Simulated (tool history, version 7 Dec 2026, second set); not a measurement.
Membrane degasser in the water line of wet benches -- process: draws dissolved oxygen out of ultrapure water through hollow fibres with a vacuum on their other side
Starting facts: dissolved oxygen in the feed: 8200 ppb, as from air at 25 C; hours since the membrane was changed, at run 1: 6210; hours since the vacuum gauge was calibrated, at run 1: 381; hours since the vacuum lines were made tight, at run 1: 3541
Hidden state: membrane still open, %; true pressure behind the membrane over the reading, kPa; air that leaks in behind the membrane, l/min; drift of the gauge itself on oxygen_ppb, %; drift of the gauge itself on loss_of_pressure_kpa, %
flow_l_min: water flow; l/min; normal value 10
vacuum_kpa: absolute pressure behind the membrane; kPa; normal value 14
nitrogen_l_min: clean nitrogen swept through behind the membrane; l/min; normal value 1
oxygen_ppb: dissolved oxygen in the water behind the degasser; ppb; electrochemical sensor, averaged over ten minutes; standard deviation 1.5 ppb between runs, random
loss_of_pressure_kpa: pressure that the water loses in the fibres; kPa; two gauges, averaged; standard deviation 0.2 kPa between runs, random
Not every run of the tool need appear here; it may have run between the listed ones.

| run | hour | flow_l_min | vacuum_kpa | nitrogen_l_min | hours since the membrane was changed | hours since the vacuum gauge was calibrated | hours since the vacuum lines were made tight | oxygen_ppb | loss_of_pressure_kpa |
|---|---|---|---|---|---|---|---|---|---|
| 1 | 0 | 10 | 14 | 1 | 6210 | 381 | 3541 | 271.9 | 50.37 |
| 2 | 183.1 | 10 | 14 | 1.55 | 6393 | 565 | 3724 | 189 | 50.37 |
| 3 | 379.5 | 10 | 14 | 0.51 | 6589 | 761 | 3921 | 470.9 | 49.72 |
| 4 | 702.4 | 10 | 14 | 0.51 | 6912 | 1084 | 4243 | 471.2 | 49.97 |
| 5 | 864.6 | 10 | 14 | 0.51 | 7075 | 1246 | 4406 | 475.3 | 49.83 |
| 6 | 1028 | 10 | 14 | 0.51 | 7238 | 1409 | 4569 | 471 | 49.39 |
| 7 | 1278 | 10 | 14 | 1.24 | 7488 | 1659 | 4819 | 228.1 | 49.52 |
|  | 1523.5 | seals of the vacuum lines changed |
| 8 | 1608.2 | 10 | 14 | 1 | 7816 | 1988 | 85 | 272.2 | 49.66 |
| 9 | 1924.3 | 10 | 14 | 1 | 8132 | 2304 | 401 | 270.8 | 49.31 |
| 10 | 2201.7 | 11 | 14 | 0.73 | 8410 | 2581 | 678 | 395 | 54 |
| 11 | 2443.9 | 11 | 14 | 0.73 | 8652 | 2823 | 920 | 392.3 | 54.16 |
| 12 | 2724.5 | 11 | 14 | 0.73 | 8932 | 3104 | 1201 | 392.1 | 53.95 |
|  | 2785.9 | gauge calibrated |
| 13 | 3018 | 10 | 14 | 1 | 9226 | 3397 | 1495 | 271 | 49.94 |
| 14 | 3221.9 | 10 | 14 | 1 | 9430 | 3601 | 1698 | 272.8 | 50.23 |

What does the tool deliver on the next run?
| 15 | 3448.4 | 10 | 14 | 1 | 9656 | 3828 | 1925 | ? | ? |

{"run 15": {"oxygen_ppb": 273.5, "loss_of_pressure_kpa": 50.09}}
Were there no unlogged condition in the tool, this run, its random variation unchanged, would have produced oxygen_ppb 273.2 ppb, loss_of_pressure_kpa 50.35 kPa.
